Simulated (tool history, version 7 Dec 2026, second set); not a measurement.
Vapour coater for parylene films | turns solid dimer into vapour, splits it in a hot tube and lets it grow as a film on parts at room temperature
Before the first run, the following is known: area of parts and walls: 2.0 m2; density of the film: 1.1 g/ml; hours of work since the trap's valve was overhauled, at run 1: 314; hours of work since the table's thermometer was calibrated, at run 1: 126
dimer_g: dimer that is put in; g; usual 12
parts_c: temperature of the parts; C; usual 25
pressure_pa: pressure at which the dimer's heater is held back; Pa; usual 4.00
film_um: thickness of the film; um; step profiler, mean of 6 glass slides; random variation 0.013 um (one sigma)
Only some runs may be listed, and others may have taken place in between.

| run | day | dimer_g | parts_c | pressure_pa | hours of work since the trap's valve was overhauled | hours of work since the table's thermometer was calibrated | film_um |
|---|---|---|---|---|---|---|---|
| 1 | 0.000 | 12 | 25 | 4.00 | 314 | 126 | 3.56 |
| 2 | 1.121 | 12 | 25 | 4.00 | 334 | 146 | 3.58 |
| 3 | 2.350 | 12 | 25 | 4.00 | 356 | 168 | 3.57 |
| 4 | 4.429 | 12 | 37 | 4.00 | 393 | 205 | 2.73 |
| 5 | 6.604 | 12 | 25 | 4.00 | 431 | 243 | 3.54 |
| 6 | 8.208 | 12 | 25 | 2.95 | 460 | 272 | 3.60 |
| 7 | 10.704 | 12 | 25 | 2.95 | 504 | 316 | 3.59 |
|  | 11.796 | trap's valve overhauled |
| 8 | 12.667 | 12 | 25 | 2.95 | 15 | 348 | 3.59 |
| 9 | 15.004 | 12 | 25 | 4.00 | 57 | 389 | 3.55 |
| 10 | 17.371 | 12 | 25 | 2.95 | 99 | 431 | 3.61 |
| 11 | 18.579 | 12 | 25 | 4.00 | 120 | 452 | 3.53 |
| 12 | 21.079 | 12 | 25 | 4.00 | 164 | 496 | 3.52 |
| 13 | 22.646 | 12 | 20 | 2.40 | 192 | 524 | 4.04 |
| 14 | 23.721 | 11 | 28 | 3.13 | 211 | 543 | 3.09 |
| 15 | 26.275 | 11 | 28 | 3.13 | 256 | 588 | 3.07 |
| 16 | 28.858 | 11 | 23 | 10.67 | 302 | 634 | 3.14 |
| 17 | 31.229 | 11 | 23 | 10.67 | 344 | 676 | 3.13 |
| 18 | 33.846 | 12 | 25 | 3.46 | 390 | 723 | 3.53 |
| 19 | 35.562 | 12 | 25 | 3.46 | 421 | 753 | 3.52 |
| 20 | 37.312 | 12 | 25 | 3.46 | 452 | 784 | 3.54 |
| 21 | 38.454 | 7 | 30 | 3.87 | 472 | 804 | 1.82 |
| 22 | 41.058 | 10 | 30 | 3.87 | 518 | 850 | 2.59 |
|  | 41.383 | trap's valve overhauled |
| 23 | 42.683 | 10 | 30 | 3.87 | 23 | 876 | 2.61 |

Hidden state or all else? Some run-to-run changes of film_um, split into what the settings, what came in and random variation would give without the hidden state, and what is left for the hidden state (with any gauge scatter that isn't in both results):
Hidden state present: vapour lost through the trap's worn valve, %; true temperature of the parts over the reading, C; drift of the gauge itself on film_um, %.
Run 9 -> 10: pressure_pa 4.00 -> 2.95. film_um +0.06 um: hidden state -0.02, all else +0.08.
Run 13 -> 14: dimer_g 12 -> 11, parts_c 20 -> 28, pressure_pa 2.40 -> 3.13. film_um -0.95 um: hidden state +0.02, all else -0.97.
Run 20 -> 21: dimer_g 12 -> 7, parts_c 25 -> 30, pressure_pa 3.46 -> 3.87. film_um -1.72 um: hidden state +0.05, all else -1.77.

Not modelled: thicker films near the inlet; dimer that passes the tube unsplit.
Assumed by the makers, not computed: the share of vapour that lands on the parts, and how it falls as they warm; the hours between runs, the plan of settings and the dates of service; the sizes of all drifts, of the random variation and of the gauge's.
